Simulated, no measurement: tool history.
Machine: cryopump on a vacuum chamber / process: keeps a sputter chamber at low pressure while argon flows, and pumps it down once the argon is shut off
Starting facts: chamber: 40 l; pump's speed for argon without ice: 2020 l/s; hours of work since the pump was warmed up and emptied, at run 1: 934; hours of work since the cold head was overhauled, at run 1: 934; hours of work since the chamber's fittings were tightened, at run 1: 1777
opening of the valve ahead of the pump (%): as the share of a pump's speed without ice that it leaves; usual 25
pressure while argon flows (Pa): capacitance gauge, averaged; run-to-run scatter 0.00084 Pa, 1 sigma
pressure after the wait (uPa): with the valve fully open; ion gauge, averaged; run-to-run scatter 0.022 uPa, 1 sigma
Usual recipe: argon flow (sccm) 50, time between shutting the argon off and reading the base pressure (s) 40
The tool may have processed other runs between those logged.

| run | hour | argon flow (sccm) | time between shutting the argon off and reading the base pressure (s) | opening of the valve ahead of the pump (%) | hours of work since the pump was warmed up and emptied | hours of work since the cold head was overhauled | hours of work since the chamber's fittings were tightened | pressure while argon flows (Pa) | pressure after the wait (uPa) |
|---|---|---|---|---|---|---|---|---|---|
| 1 | 0.0 | 50 | 40 | 25 | 934 | 934 | 1777 | 0.1766 | 1.52 |
| 2 | 38.2 | 50 | 40 | 25 | 950 | 950 | 1793 | 0.1764 | 1.52 |
| 3 | 86.3 | 50 | 109 | 25 | 970 | 970 | 1814 | 0.1765 | 1.20 |
|  | 137.6 | pump warmed up, emptied and cooled again |
| 4 | 155.8 | 50 | 109 | 25 | 8 | 998 | 1841 | 0.1681 | 1.07 |
| 5 | 231.1 | 50 | 109 | 25 | 40 | 1029 | 1873 | 0.1674 | 1.08 |
| 6 | 279.3 | 50 | 40 | 25 | 60 | 1050 | 1893 | 0.1682 | 1.46 |
| 7 | 316.8 | 50 | 76 | 25 | 76 | 1066 | 1909 | 0.1685 | 1.18 |
| 8 | 375.2 | 50 | 76 | 25 | 100 | 1090 | 1934 | 0.1707 | 1.17 |
| 9 | 448.7 | 50 | 76 | 25 | 132 | 1121 | 1965 | 0.1709 | 1.19 |
| 10 | 520.4 | 50 | 76 | 40 | 162 | 1152 | 1995 | 0.1051 | 1.28 |
| 11 | 567.4 | 50 | 40 | 25 | 182 | 1172 | 2015 | 0.1703 | 1.44 |
| 12 | 631.2 | 50 | 40 | 25 | 209 | 1199 | 2042 | 0.1710 | 1.49 |
| 13 | 700.0 | 50 | 40 | 25 | 238 | 1228 | 2071 | 0.1710 | 1.47 |
| 14 | 759.5 | 50 | 40 | 25 | 263 | 1253 | 2096 | 0.1699 | 1.53 |
| 15 | 793.8 | 26 | 58 | 25 | 277 | 1267 | 2111 | 0.0888 | 1.40 |
| 16 | 847.6 | 26 | 58 | 25 | 300 | 1290 | 2133 | 0.0886 | 1.40 |
| 17 | 915.4 | 26 | 58 | 25 | 329 | 1319 | 2162 | 0.0890 | 1.40 |
| 18 | 956.7 | 20 | 40 | 44 | 346 | 1336 | 2179 | 0.0385 | 1.52 |
| 19 | 1000.2 | 42 | 29 | 25 | 365 | 1355 | 2198 | 0.1448 | 1.84 |
| 20 | 1039.2 | 42 | 29 | 25 | 381 | 1371 | 2214 | 0.1441 | 1.80 |
| 21 | 1090.1 | 99 | 32 | 59 | 403 | 1393 | 2236 | 0.1492 | 1.77 |
| 22 | 1133.0 | 59 | 139 | 59 | 421 | 1411 | 2254 | 0.0895 | 1.25 |
| 23 | 1202.3 | 31 | 45 | 27 | 450 | 1440 | 2283 | 0.0987 | 1.62 |
| 24 | 1239.8 | 88 | 164 | 33 | 466 | 1456 | 2299 | 0.2340 | 1.28 |
| 25 | 1317.0 | 25 | 112 | 52 | 499 | 1489 | 2332 | 0.0430 | 1.34 |
| 26 | 1356.2 | 55 | 112 | 39 | 515 | 1505 | 2348 | 0.1245 | 1.39 |
| 27 | 1421.4 | 53 | 40 | 22 | 543 | 1533 | 2376 | 0.2079 | 1.72 |
| 28 | 1458.0 | 79 | 231 | 25 | 558 | 1548 | 2391 | 0.2734 | 1.24 |

Here are 5 independent what-if runs from the current tool condition. What would each one return?
| A | 1512.2 | 34 | 252 | 26 | 581 | 1571 | 2414 | ? | ? |
| B | 1512.2 | 63 | 141 | 21 | 581 | 1571 | 2414 | ? | ? |
| C | 1512.2 | 50 | 141 | 25 | 581 | 1571 | 2414 | ? | ? |
| D | 1512.2 | 43 | 26 | 27 | 581 | 1571 | 2414 | ? | ? |
| E | 1512.2 | 38 | 40 | 25 | 581 | 1571 | 2414 | ? | ? |

| run | pressure while argon flows (Pa) | pressure after the wait (uPa) |
|---|---|---|
| A | 0.1156 | 1.29 |
| B | 0.2600 | 1.34 |
| C | 0.1731 | 1.35 |
| D | 0.1393 | 1.99 |
| E | 0.1319 | 1.72 |
With the hidden condition removed and each run's random variation left untouched, the same runs would have given:
| run | pressure while argon flows (Pa) | pressure after the wait (uPa) |
|---|---|---|
| A | 0.1111 | 0.21 |
| B | 0.2517 | 0.30 |
| C | 0.1666 | 0.30 |
| D | 0.1336 | 0.96 |
| E | 0.1270 | 0.67 |
